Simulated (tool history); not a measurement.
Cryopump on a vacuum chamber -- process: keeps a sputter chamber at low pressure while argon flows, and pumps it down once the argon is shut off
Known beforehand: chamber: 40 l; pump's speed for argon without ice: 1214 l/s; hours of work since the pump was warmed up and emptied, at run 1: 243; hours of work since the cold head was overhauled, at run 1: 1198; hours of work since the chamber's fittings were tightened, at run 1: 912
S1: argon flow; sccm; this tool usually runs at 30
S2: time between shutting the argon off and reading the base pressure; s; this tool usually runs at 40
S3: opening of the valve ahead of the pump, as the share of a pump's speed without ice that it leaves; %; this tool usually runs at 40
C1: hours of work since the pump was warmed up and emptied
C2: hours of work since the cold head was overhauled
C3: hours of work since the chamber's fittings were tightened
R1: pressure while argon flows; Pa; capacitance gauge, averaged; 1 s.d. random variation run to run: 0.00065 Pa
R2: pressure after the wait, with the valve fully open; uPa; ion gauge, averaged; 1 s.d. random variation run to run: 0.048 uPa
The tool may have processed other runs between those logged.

run 1 hour=0.0 | S1=30 S2=40 S3=40 | C1=243 C2=1198 C3=912 | R1=0.1082 R2=3.60
run 2 hour=80.6 | S1=30 S2=40 S3=40 | C1=284 C2=1239 C3=953 | R1=0.1073 R2=3.59
run 3 hour=188.6 | S1=30 S2=40 S3=40 | C1=339 C2=1294 C3=1008 | R1=0.1069 R2=3.59
run 4 hour=284.0 | S1=30 S2=40 S3=40 | C1=387 C2=1342 C3=1056 | R1=0.1095 R2=3.76
run 5 hour=376.9 | S1=30 S2=46 S3=40 | C1=434 C2=1389 C3=1103 | R1=0.1088 R2=3.31
run 6 hour=455.2 | S1=30 S2=40 S3=40 | C1=474 C2=1429 C3=1143 | R1=0.1093 R2=3.82
run 7 hour=511.5 | S1=30 S2=40 S3=40 | C1=503 C2=1458 C3=1172 | R1=0.1108 R2=3.71
run 8 hour=590.5 | S1=19 S2=40 S3=40 | C1=543 C2=1498 C3=1212 | R1=0.0692 R2=3.85
run 9 hour=683.7 | S1=19 S2=40 S3=40 | C1=590 C2=1545 C3=1259 | R1=0.0704 R2=3.99
run 10 hour=734.0 | S1=19 S2=40 S3=40 | C1=615 C2=1570 C3=1285 | R1=0.0695 R2=3.88
run 11 hour=804.9 | S1=19 S2=40 S3=40 | C1=651 C2=1606 C3=1321 | R1=0.0702 R2=3.95
run 12 hour=907.4 | S1=30 S2=40 S3=25 | C1=703 C2=1658 C3=1373 | R1=0.1736 R2=4.00
run 13 hour=988.1 | S1=30 S2=40 S3=25 | C1=744 C2=1699 C3=1414 | R1=0.1738 R2=4.08
run 14 hour=1038.5 | S1=30 S2=40 S3=25 | C1=770 C2=1725 C3=1439 | R1=0.1750 R2=4.18
run 15 hour=1083.8 | S1=24 S2=40 S3=25 | C1=793 C2=1748 C3=1462 | R1=0.1393 R2=4.07
run 16 hour=1132.8 | S1=24 S2=40 S3=25 | C1=818 C2=1773 C3=1487 | R1=0.1415 R2=4.13
run 17 hour=1190.3 | S1=30 S2=40 S3=24 | C1=847 C2=1802 C3=1516 | R1=0.1847 R2=4.22
run 18 hour=1241.5 | S1=30 S2=40 S3=24 | C1=873 C2=1828 C3=1542 | R1=0.1833 R2=4.25
-- hour=1275.7 pump warmed up, emptied and cooled again
run 19 hour=1349.0 | S1=30 S2=40 S3=24 | C1=37 C2=1880 C3=1594 | R1=0.1771 R2=4.12
run 20 hour=1454.9 | S1=30 S2=40 S3=24 | C1=91 C2=1934 C3=1648 | R1=0.1764 R2=4.07
run 21 hour=1536.0 | S1=30 S2=40 S3=24 | C1=132 C2=1975 C3=1689 | R1=0.1773 R2=4.05
run 22 hour=1629.6 | S1=30 S2=40 S3=24 | C1=180 C2=2022 C3=1737 | R1=0.1776 R2=4.04
run 23 hour=1710.6 | S1=39 S2=40 S3=40 | C1=221 C2=2063 C3=1778 | R1=0.1398 R2=4.25
run 24 hour=1770.8 | S1=39 S2=51 S3=40 | C1=251 C2=2094 C3=1808 | R1=0.1394 R2=3.73
run 25 hour=1878.1 | S1=23 S2=40 S3=30 | C1=306 C2=2148 C3=1863 | R1=0.1085 R2=4.27
run 26 hour=1974.3 | S1=35 S2=29 S3=48 | C1=354 C2=2197 C3=1911 | R1=0.1059 R2=5.41
run 27 hour=2077.3 | S1=35 S2=29 S3=48 | C1=407 C2=2250 C3=1964 | R1=0.1076 R2=5.45
run 28 hour=2162.4 | S1=43 S2=40 S3=45 | C1=450 C2=2293 C3=2007 | R1=0.1408 R2=4.48
run 29 hour=2225.6 | S1=43 S2=40 S3=45 | C1=482 C2=2325 C3=2039 | R1=0.1400 R2=4.45
run 30 hour=2333.1 | S1=43 S2=40 S3=45 | C1=537 C2=2379 C3=2093 | R1=0.1405 R2=4.51
run 31 hour=2395.0 | S1=38 S2=51 S3=40 | C1=568 C2=2411 C3=2125 | R1=0.1409 R2=3.95
run 32 hour=2449.8 | S1=40 S2=190 S3=57 | C1=596 C2=2439 C3=2153 | R1=0.1072 R2=2.49
run 33 hour=2501.0 | S1=18 S2=104 S3=17 | C1=622 C2=2465 C3=2179 | R1=0.1530 R2=3.09
run 34 hour=2580.6 | S1=28 S2=30 S3=31 | C1=662 C2=2505 C3=2219 | R1=0.1329 R2=5.47
run 35 hour=2670.6 | S1=28 S2=30 S3=31 | C1=708 C2=2551 C3=2265 | R1=0.1329 R2=5.59

Here are 3 independent what-if runs from the current tool condition. What would each one return?
run A hour=2764.7 | S1=28 S2=170 S3=31 | C1=756 C2=2598 C3=2312 | R1=? R2=?
run B hour=2764.7 | S1=28 S2=30 S3=20 | C1=756 C2=2598 C3=2312 | R1=? R2=?
run C hour=2764.7 | S1=24 S2=161 S3=31 | C1=756 C2=2598 C3=2312 | R1=? R2=?

run=A R1=0.1330 R2=2.77
run=B R1=0.2040 R2=5.75
run=C R1=0.1148 R2=2.77
Without the tool's hidden state the same runs would have given:
run=A R1=0.1249 R2=0.84
run=B R1=0.1958 R2=3.80
run=C R1=0.1078 R2=0.89
